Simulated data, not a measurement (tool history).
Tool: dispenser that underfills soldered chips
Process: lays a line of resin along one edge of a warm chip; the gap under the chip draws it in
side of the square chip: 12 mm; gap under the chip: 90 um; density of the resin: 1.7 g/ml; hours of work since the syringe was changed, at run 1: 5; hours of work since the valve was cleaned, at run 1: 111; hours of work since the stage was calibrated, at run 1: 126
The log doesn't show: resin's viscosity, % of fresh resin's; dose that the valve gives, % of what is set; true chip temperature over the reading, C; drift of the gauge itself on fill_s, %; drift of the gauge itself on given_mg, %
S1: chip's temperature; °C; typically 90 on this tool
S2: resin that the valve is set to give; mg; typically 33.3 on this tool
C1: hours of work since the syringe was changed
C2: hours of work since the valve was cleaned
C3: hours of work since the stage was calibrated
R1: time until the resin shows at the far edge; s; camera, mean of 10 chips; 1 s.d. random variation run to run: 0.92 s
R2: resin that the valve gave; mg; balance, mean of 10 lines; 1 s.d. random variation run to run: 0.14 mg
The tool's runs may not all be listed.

run,day,S1,S2,C1,C2,C3,R1,R2
1,0.000,90,33.3,5,111,126,122.3,31.51
# day 0.058: new syringe of resin
2,0.250,90,33.3,4,116,130,110.8,31.41
# day 0.367: new syringe of resin
# day 0.675: new syringe of resin
3,0.717,90,33.3,1,124,138,90.7,31.29
# day 0.996: new syringe of resin
4,1.179,90,33.3,3,132,147,107.9,31.27
# day 1.300: new syringe of resin
# day 1.562: dispensing valve cleaned and set on the balance
# day 1.646: new syringe of resin
5,1.721,90,33.3,1,3,156,95.5,33.20
# day 1.958: new syringe of resin
6,2.200,98,33.3,4,11,164,94.0,33.08
# day 2.267: new syringe of resin
# day 2.617: new syringe of resin
7,2.679,98,31.7,1,20,173,76.4,31.41
# day 2.938: new syringe of resin
8,3.192,90,42.7,5,29,182,122.2,42.23
# day 3.254: new syringe of resin
# day 3.588: new syringe of resin
9,3.592,90,33.3,0,36,189,86.3,32.91
# day 3.912: new syringe of resin
10,3.912,90,39.2,0,42,195,82.1,38.41
# day 4.229: new syringe of resin
11,4.358,90,39.2,2,50,203,99.5,38.31
# day 4.529: new syringe of resin
12,4.804,98,33.3,5,58,211,98.2,32.65
# day 4.862: new syringe of resin
# day 5.167: new syringe of resin
13,5.312,90,33.3,3,67,220,105.1,32.36
# day 5.475: new syringe of resin
14,5.758,90,33.3,5,75,228,127.3,32.33
# day 5.804: new syringe of resin
# day 6.112: new syringe of resin
15,6.304,100,33.3,4,85,238,85.6,32.06
# day 6.450: new syringe of resin
# day 6.750: new syringe of resin
16,6.750,100,33.3,0,93,246,62.2,31.78
# day 7.083: new syringe of resin
17,7.142,100,41.4,1,100,253,68.1,39.63
# day 7.417: new syringe of resin
18,7.583,100,41.4,3,108,261,77.6,39.34
# day 7.733: new syringe of resin
# day 8.058: new syringe of resin
19,8.129,92,29.1,1,118,270,90.9,27.61
# day 8.367: new syringe of resin
20,8.471,80,37.5,2,124,277,131.1,35.43
# day 8.696: new syringe of resin
21,8.783,75,29.5,2,129,282,156.1,27.92
# day 9.000: new syringe of resin
22,9.050,87,29.5,1,134,287,100.7,27.67
# day 9.308: dispensing valve cleaned and set on the balance
# day 9.367: new syringe of resin
23,9.479,82,30.0,2,3,294,128.2,29.87
# day 9.671: new syringe of resin
24,9.708,82,33.9,1,7,298,111.6,33.32
# day 10.000: new syringe of resin
25,10.196,85,31.3,4,16,307,129.1,30.99
# day 10.308: new syringe of resin
26,10.567,82,38.9,5,23,313,150.5,38.55
# day 10.612: new syringe of resin
# day 10.942: new syringe of resin
27,11.042,77,30.8,2,31,322,142.9,30.25
# day 11.271: new syringe of resin
28,11.388,83,42.4,2,37,328,118.8,41.38
# day 11.579: new syringe of resin
29,11.683,83,42.4,2,42,333,112.0,41.32
# day 11.892: new syringe of resin
30,12.125,83,42.4,4,50,341,140.7,41.48
# day 12.212: new syringe of resin
# day 12.512: new syringe of resin
31,12.512,94,29.7,0,57,348,75.5,28.81
# day 12.817: new syringe of resin
32,12.821,94,29.7,0,63,354,74.3,28.95
# day 13.150: new syringe of resin
33,13.288,91,31.8,3,71,362,96.6,30.79

What if the next run were any one of these 5? Each begins from the tool's condition after run 33:
# day 13.475: new syringe of resin
A,13.604,95,29.8,2,77,368,?,?
# day 13.475: new syringe of resin
B,13.604,102,33.4,2,77,368,?,?
# day 13.475: new syringe of resin
C,13.604,91,38.5,2,77,368,?,?
# day 13.475: new syringe of resin
D,13.604,103,33.3,2,77,368,?,?
# day 13.475: new syringe of resin
E,13.604,84,42.7,2,77,368,?,?

run,R1,R2
A,89.8,28.70
B,69.4,32.00
C,92.8,37.09
D,67.8,31.84
E,115.0,41.17
What these runs would have given with no unlogged condition in the tool:
run,R1,R2
A,78.3,29.83
B,60.5,33.27
C,81.6,38.56
D,59.2,33.11
E,101.5,42.79
